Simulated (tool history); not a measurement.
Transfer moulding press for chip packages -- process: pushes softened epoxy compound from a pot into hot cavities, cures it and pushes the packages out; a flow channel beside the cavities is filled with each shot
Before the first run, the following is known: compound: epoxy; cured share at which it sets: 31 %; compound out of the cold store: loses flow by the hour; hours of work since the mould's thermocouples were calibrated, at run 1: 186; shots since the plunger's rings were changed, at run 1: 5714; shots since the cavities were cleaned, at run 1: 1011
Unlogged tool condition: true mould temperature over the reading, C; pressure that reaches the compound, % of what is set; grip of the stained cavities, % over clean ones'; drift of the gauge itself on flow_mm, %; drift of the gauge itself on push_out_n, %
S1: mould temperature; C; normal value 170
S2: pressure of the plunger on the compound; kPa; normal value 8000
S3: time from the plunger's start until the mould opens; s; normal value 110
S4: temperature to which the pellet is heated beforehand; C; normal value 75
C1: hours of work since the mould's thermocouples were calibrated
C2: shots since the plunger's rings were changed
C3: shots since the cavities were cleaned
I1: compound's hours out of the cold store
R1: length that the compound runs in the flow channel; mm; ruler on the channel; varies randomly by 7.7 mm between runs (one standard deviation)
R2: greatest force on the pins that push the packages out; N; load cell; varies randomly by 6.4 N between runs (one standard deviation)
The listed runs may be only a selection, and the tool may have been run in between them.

{"run": 1, "day": 0.0, "S1": 170, "S2": 8000, "S3": 110, "S4": 75, "C1": 186, "C2": 5714, "C3": 1011, "I1": 30.9, "R1": 808, "R2": 405}
{"day": 0.3, "done": "cavities cleaned with cleaning compound and waxed"}
{"run": 2, "day": 0.888, "S1": 165, "S2": 8000, "S3": 110, "S4": 75, "C1": 197, "C2": 5888, "C3": 124, "I1": 45.8, "R1": 775, "R2": 344}
{"run": 3, "day": 1.329, "S1": 165, "S2": 8000, "S3": 110, "S4": 75, "C1": 203, "C2": 5981, "C3": 217, "I1": 9.6, "R1": 891, "R2": 396}
{"day": 2.071, "done": "plunger's sealing rings changed"}
{"run": 4, "day": 2.225, "S1": 170, "S2": 8000, "S3": 147, "S4": 75, "C1": 213, "C2": 32, "C3": 384, "I1": 12.4, "R1": 931, "R2": 320}
{"run": 5, "day": 2.975, "S1": 170, "S2": 8000, "S3": 147, "S4": 70, "C1": 223, "C2": 190, "C3": 542, "I1": 29.8, "R1": 854, "R2": 330}
{"run": 6, "day": 3.429, "S1": 170, "S2": 8000, "S3": 147, "S4": 70, "C1": 229, "C2": 287, "C3": 639, "I1": 30.0, "R1": 857, "R2": 351}
{"run": 7, "day": 4.171, "S1": 165, "S2": 8960, "S3": 110, "S4": 79, "C1": 239, "C2": 444, "C3": 796, "I1": 20.7, "R1": 944, "R2": 476}
{"run": 8, "day": 5.042, "S1": 173, "S2": 8940, "S3": 95, "S4": 85, "C1": 251, "C2": 627, "C3": 979, "I1": 47.6, "R1": 843, "R2": 426}
{"day": 5.533, "done": "cavities cleaned with cleaning compound and waxed"}
{"run": 9, "day": 5.838, "S1": 177, "S2": 9950, "S3": 110, "S4": 75, "C1": 261, "C2": 782, "C3": 64, "I1": 34.5, "R1": 926, "R2": 249}
{"run": 10, "day": 6.317, "S1": 170, "S2": 8000, "S3": 110, "S4": 75, "C1": 267, "C2": 883, "C3": 165, "I1": 14.1, "R1": 910, "R2": 310}
{"run": 11, "day": 6.992, "S1": 170, "S2": 8000, "S3": 110, "S4": 75, "C1": 277, "C2": 1025, "C3": 307, "I1": 38.3, "R1": 833, "R2": 339}
{"run": 12, "day": 7.608, "S1": 170, "S2": 8000, "S3": 108, "S4": 83, "C1": 285, "C2": 1156, "C3": 438, "I1": 44.8, "R1": 810, "R2": 334}

What if the next run were any one of these 5? Each begins from the tool's condition after run 12:
{"run": "A", "day": 8.429, "S1": 178, "S2": 6340, "S3": 117, "S4": 75, "C1": 296, "C2": 1330, "C3": 612, "I1": 21.4, "R1": "?", "R2": "?"}
{"run": "B", "day": 8.429, "S1": 170, "S2": 8000, "S3": 111, "S4": 73, "C1": 296, "C2": 1330, "C3": 612, "I1": 47.1, "R1": "?", "R2": "?"}
{"run": "C", "day": 8.429, "S1": 169, "S2": 8000, "S3": 108, "S4": 83, "C1": 296, "C2": 1330, "C3": 612, "I1": 44.8, "R1": "?", "R2": "?"}
{"run": "D", "day": 8.429, "S1": 169, "S2": 8040, "S3": 110, "S4": 80, "C1": 296, "C2": 1330, "C3": 612, "I1": 14.9, "R1": "?", "R2": "?"}
{"run": "E", "day": 8.429, "S1": 170, "S2": 8860, "S3": 114, "S4": 69, "C1": 296, "C2": 1330, "C3": 612, "I1": 24.7, "R1": "?", "R2": "?"}

run=A R1=773 R2=332
run=B R1=802 R2=380
run=C R1=807 R2=385
run=D R1=902 R2=383
run=E R1=917 R2=359
Take away the tool's hidden state, keep each run's random variation, and the runs would have read:
run=A R1=787 R2=219
run=B R1=817 R2=255
run=C R1=821 R2=257
run=D R1=919 R2=257
run=E R1=934 R2=236
